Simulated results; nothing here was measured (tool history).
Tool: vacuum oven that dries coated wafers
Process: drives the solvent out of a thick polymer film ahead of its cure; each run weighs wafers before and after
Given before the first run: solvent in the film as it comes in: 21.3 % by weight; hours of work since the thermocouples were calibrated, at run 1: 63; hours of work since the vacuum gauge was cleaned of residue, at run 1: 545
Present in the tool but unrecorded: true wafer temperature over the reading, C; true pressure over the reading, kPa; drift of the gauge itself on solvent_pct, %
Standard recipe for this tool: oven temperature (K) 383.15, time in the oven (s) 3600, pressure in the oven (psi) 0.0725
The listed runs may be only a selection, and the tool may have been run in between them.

run	day	oven temperature (K)	time in the oven (s)	pressure in the oven (psi)	hours of work since the thermocouples were calibrated	hours of work since the vacuum gauge was cleaned of residue	solvent left in the film (%)
1	0	383.15	3600	0.0725	63	545	2.61
2	0.883	383.15	3600	0.0516	74	556	2.42
3	2.017	383.15	3600	0.0516	88	570	2.39
4	2.958	376.15	3600	0.0725	100	582	4.13
5	3.975	376.15	3600	0.0725	113	595	4.11
6	5.067	376.15	3600	0.0725	127	609	4.18
7	6.046	387.15	3600	0.0725	139	621	1.86
8	6.725	387.15	3600	0.0725	148	630	1.94
9	7.542	387.15	3600	0.0725	158	640	1.92
10	8.229	387.15	3600	0.0725	167	649	1.86
11	8.938	383.15	3600	0.0725	176	658	2.54
12	10.012	383.15	2160	0.0725	189	671	5.24
13	11.221	382.15	4500	0.2699	204	686	3.38
14	11.783	382.15	5940	0.1044	212	694	1.46
15	12.883	382.15	5940	0.1044	225	707	1.67
16	13.646	369.15	2280	0.1044	235	717	9.1
17	14.629	386.15	2220	0.2527	247	729	5.21
18	15.421	383.15	4740	0.0598	257	739	1.64
19	16.221	378.15	5640	0.0585	267	749	1.98
20	17.146	391.15	3300	0.1194	279	761	1.93
21	18.1	383.15	2040	0.1073	291	773	5.81
22	19.196	376.15	5280	0.0669	305	787	2.65
23	20.271	390.15	5160	0.0674	319	801	0.89
24	20.825	381.15	3120	0.0725	326	808	3.83

Branching from run 24: 3 alternative next runs. What would each branch give?
A	21.788	383.15	3600	0.1714	338	820	?
B	21.788	381.15	1920	0.2212	338	820	?
C	21.788	381.15	3120	0.0725	338	820	?

run	solvent left in the film (%)
A	3.41
B	7.34
C	3.79
With the hidden condition removed and each run's random variation left untouched, the same runs would have given:
run	solvent left in the film (%)
A	2.96
B	6.9
C	3.33
